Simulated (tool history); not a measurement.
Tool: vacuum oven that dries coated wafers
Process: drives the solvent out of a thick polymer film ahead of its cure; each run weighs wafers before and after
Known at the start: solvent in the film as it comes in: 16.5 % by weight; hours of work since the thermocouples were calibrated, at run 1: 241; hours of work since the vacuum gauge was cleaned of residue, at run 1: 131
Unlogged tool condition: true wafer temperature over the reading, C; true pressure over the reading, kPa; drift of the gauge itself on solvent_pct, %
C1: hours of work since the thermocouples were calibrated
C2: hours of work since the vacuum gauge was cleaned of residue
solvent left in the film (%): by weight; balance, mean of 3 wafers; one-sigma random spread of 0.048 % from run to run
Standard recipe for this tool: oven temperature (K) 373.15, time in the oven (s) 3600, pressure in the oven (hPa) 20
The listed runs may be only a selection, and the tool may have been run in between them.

Run 1, hour 0: usual settings; C1 241; C2 131. Result: solvent left in the film (%) 5.9.
Run 2, hour 68.2: usual settings; C1 281; C2 171. Result: solvent left in the film (%) 6.03.
Run 3, hour 179.5: usual settings; C1 347; C2 237. Result: solvent left in the film (%) 6.06.
Run 4, hour 270.4: usual settings; C1 401; C2 291. Result: solvent left in the film (%) 6.14.
Run 5, hour 358.2: usual settings; C1 452; C2 342. Result: solvent left in the film (%) 6.21.
Run 6, hour 444.6: usual settings but time in the oven (s) 2340; C1 503; C2 393. Result: solvent left in the film (%) 7.89.
Run 7, hour 534.4: usual settings but time in the oven (s) 2340; C1 557; C2 446. Result: solvent left in the film (%) 7.94.
Run 8, hour 625.4: usual settings but time in the oven (s) 2340; C1 610; C2 500. Result: solvent left in the film (%) 7.94.
Run 9, hour 755.3: usual settings but time in the oven (s) 2340; C1 687; C2 577. Result: solvent left in the film (%) 8.1.
Run 10, hour 836.2: usual settings; C1 735; C2 625. Result: solvent left in the film (%) 6.3.
Run 11, hour 957.6: usual settings; C1 807; C2 696. Result: solvent left in the film (%) 6.37.
At hour 1060.7: oven's thermocouples calibrated.
Run 12, hour 1070.5: usual settings; C1 6; C2 762. Result: solvent left in the film (%) 5.85.
Run 13, hour 1182.9: usual settings but pressure in the oven (hPa) 63.6; C1 72; C2 828. Result: solvent left in the film (%) 10.19.
Run 14, hour 1262: usual settings but oven temperature (K) 371.15, pressure in the oven (hPa) 28.4; C1 119; C2 875. Result: solvent left in the film (%) 7.28.
Run 15, hour 1364.1: usual settings but time in the oven (s) 2400; C1 179; C2 935. Result: solvent left in the film (%) 7.7.
Run 16, hour 1419.1: usual settings but time in the oven (s) 2400; C1 212; C2 968. Result: solvent left in the film (%) 7.73.
Run 17, hour 1504.3: usual settings but oven temperature (K) 361.15, time in the oven (s) 3540, pressure in the oven (hPa) 57.9; C1 262; C2 1018. Result: solvent left in the film (%) 14.09.
Run 18, hour 1594.5: usual settings but oven temperature (K) 374.15, time in the oven (s) 3300, pressure in the oven (hPa) 57.9; C1 315; C2 1071. Result: solvent left in the film (%) 9.72.
Run 19, hour 1692.3: usual settings but pressure in the oven (hPa) 60.8; C1 373; C2 1129. Result: solvent left in the film (%) 10.17.
Run 20, hour 1773.1: usual settings but oven temperature (K) 379.15, time in the oven (s) 6120; C1 421; C2 1177. Result: solvent left in the film (%) 2.95.
Run 21, hour 1899.5: usual settings but oven temperature (K) 377.15, time in the oven (s) 3540; C1 495; C2 1252. Result: solvent left in the film (%) 5.05.
Run 22, hour 1986.5: usual settings but oven temperature (K) 376.15, time in the oven (s) 4500, pressure in the oven (hPa) 24.8; C1 547; C2 1303. Result: solvent left in the film (%) 4.96.
Run 23, hour 2095.5: usual settings but oven temperature (K) 369.15, time in the oven (s) 5280; C1 611; C2 1367. Result: solvent left in the film (%) 6.13.
Run 24, hour 2215.8: usual settings but oven temperature (K) 361.15, time in the oven (s) 3540, pressure in the oven (hPa) 35.4; C1 682; C2 1438. Result: solvent left in the film (%) 11.85.
Run 25, hour 2301.1: usual settings but oven temperature (K) 361.15, time in the oven (s) 3540, pressure in the oven (hPa) 35.4; C1 733; C2 1489. Result: solvent left in the film (%) 11.88.
Run 26, hour 2420.1: usual settings but time in the oven (s) 3000; C1 803; C2 1559. Result: solvent left in the film (%) 7.09.

Each row is a separate what-if for the run after 26, all from the same tool condition, not one after another. Results?
Run A, hour 2479.3: usual settings but oven temperature (K) 382.15, time in the oven (s) 6120, pressure in the oven (hPa) 37.5; C1 838; C2 1594. Result: solvent left in the film (%) ?.
Run B, hour 2479.3: usual settings but time in the oven (s) 4380; C1 838; C2 1594. Result: solvent left in the film (%) ?.
Run C, hour 2479.3: usual settings but time in the oven (s) 2280, pressure in the oven (hPa) 64.6; C1 838; C2 1594. Result: solvent left in the film (%) ?.
Run D, hour 2479.3: usual settings but oven temperature (K) 371.15, time in the oven (s) 3000; C1 838; C2 1594. Result: solvent left in the film (%) ?.
Run E, hour 2479.3: usual settings but oven temperature (K) 367.15; C1 838; C2 1594. Result: solvent left in the film (%) ?.

run  solvent left in the film (%)
  A                          4.33
  B                          5.76
  C                         11.97
  D                           7.6
  E                          8.33
With no hidden state in the tool, these same runs would have given:
run  solvent left in the film (%)
  A                          3.78
  B                          5.01
  C                         11.25
  D                          6.89
  E                          7.55

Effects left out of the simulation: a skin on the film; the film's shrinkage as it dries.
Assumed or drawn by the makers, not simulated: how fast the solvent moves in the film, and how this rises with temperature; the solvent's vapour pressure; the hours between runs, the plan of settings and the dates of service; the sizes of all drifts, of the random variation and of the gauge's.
